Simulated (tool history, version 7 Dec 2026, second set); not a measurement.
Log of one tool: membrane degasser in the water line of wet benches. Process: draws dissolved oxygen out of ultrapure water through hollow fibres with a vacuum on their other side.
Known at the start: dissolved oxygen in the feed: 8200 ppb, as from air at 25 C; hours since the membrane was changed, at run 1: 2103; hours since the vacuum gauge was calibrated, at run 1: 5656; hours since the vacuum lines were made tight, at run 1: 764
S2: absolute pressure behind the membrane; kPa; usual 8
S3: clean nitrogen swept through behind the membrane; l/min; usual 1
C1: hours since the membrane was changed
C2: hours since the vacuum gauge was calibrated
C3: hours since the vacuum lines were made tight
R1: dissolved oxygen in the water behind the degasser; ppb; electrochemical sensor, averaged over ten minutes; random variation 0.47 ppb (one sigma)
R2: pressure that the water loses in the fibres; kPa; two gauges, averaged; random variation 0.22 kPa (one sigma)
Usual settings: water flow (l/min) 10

Run 1, hour 0: usual settings; C1 2103; C2 5656; C3 764. Result: R1 120.1 ppb, R2 54.03 kPa.
Run 2, hour 56.3: usual settings; C1 2159; C2 5712; C3 820. Result: R1 120.6 ppb, R2 54.23 kPa.
Run 3, hour 97: usual settings; C1 2200; C2 5753; C3 861. Result: R1 120.8 ppb, R2 54.08 kPa.
Run 4, hour 141: usual settings; C1 2244; C2 5797; C3 905. Result: R1 120.7 ppb, R2 53.98 kPa.
Run 5, hour 202.5: usual settings; C1 2305; C2 5858; C3 967. Result: R1 121.8 ppb, R2 53.78 kPa.
Run 6, hour 243.9: usual settings but S2 7.67 kPa; C1 2347; C2 5900; C3 1008. Result: R1 113.3 ppb, R2 53.86 kPa.
Run 7, hour 332.8: usual settings but water flow (l/min) 9; C1 2435; C2 5989; C3 1097. Result: R1 107 ppb, R2 48.88 kPa.
Run 8, hour 388.5: usual settings but water flow (l/min) 9; C1 2491; C2 6044; C3 1153. Result: R1 106.4 ppb, R2 49.08 kPa.
Run 9, hour 437.6: usual settings; C1 2540; C2 6093; C3 1202. Result: R1 120.8 ppb, R2 54.02 kPa.
Run 10, hour 496.6: usual settings; C1 2599; C2 6153; C3 1261. Result: R1 120.9 ppb, R2 54.11 kPa.
Run 11, hour 565.3: usual settings but S2 9.13 kPa; C1 2668; C2 6221; C3 1329. Result: R1 149.1 ppb, R2 53.85 kPa.
Run 12, hour 623.8: usual settings but S2 9.13 kPa; C1 2726; C2 6280; C3 1388. Result: R1 147.6 ppb, R2 53.73 kPa.
Run 13, hour 667: usual settings but S2 9.13 kPa, S3 0.77 l/min; C1 2770; C2 6323; C3 1431. Result: R1 186.7 ppb, R2 54.18 kPa.
Run 14, hour 754.7: usual settings but S2 9.13 kPa, S3 0.77 l/min; C1 2857; C2 6411; C3 1519. Result: R1 187.8 ppb, R2 54.39 kPa.
Run 15, hour 826.7: usual settings but S2 9.13 kPa, S3 0.77 l/min; C1 2929; C2 6483; C3 1591. Result: R1 187.2 ppb, R2 53.65 kPa.
Run 16, hour 874: usual settings but S2 9.13 kPa, S3 0.77 l/min; C1 2977; C2 6530; C3 1638. Result: R1 187.7 ppb, R2 53.88 kPa.
Run 17, hour 965.9: usual settings but S2 9.13 kPa, S3 0.77 l/min; C1 3069; C2 6622; C3 1730. Result: R1 187.5 ppb, R2 54.29 kPa.
Run 18, hour 1049.3: usual settings but S2 9.13 kPa, S3 0.77 l/min; C1 3152; C2 6705; C3 1813. Result: R1 189.3 ppb, R2 53.88 kPa.
Run 19, hour 1116: usual settings but water flow (l/min) 15, S2 12.51 kPa, S3 2.36 l/min; C1 3219; C2 6772; C3 1880. Result: R1 196.2 ppb, R2 80.61 kPa.
Run 20, hour 1174.5: usual settings but water flow (l/min) 7, S2 13.6 kPa, S3 0.46 l/min; C1 3277; C2 6830; C3 1939. Result: R1 360.6 ppb, R2 37.87 kPa.
At hour 1214.6: gauge calibrated.
Run 21, hour 1258.6: usual settings but water flow (l/min) 7, S2 13.6 kPa, S3 0.46 l/min; C1 3361; C2 6914; C3 2023. Result: R1 352.9 ppb, R2 37.75 kPa.

The next listed run, before its measurement:
Run 22, hour 1315.1: usual settings but water flow (l/min) 7, S2 13.6 kPa, S3 0.46 l/min; C1 3418; C2 6971; C3 2079. Result: R1 ?, R2 ?.

Run 22 gave R1 352.4 ppb, R2 38.17 kPa.
Without the tool's hidden state the same run would have given R1 351.5 ppb, R2 38.16 kPa.
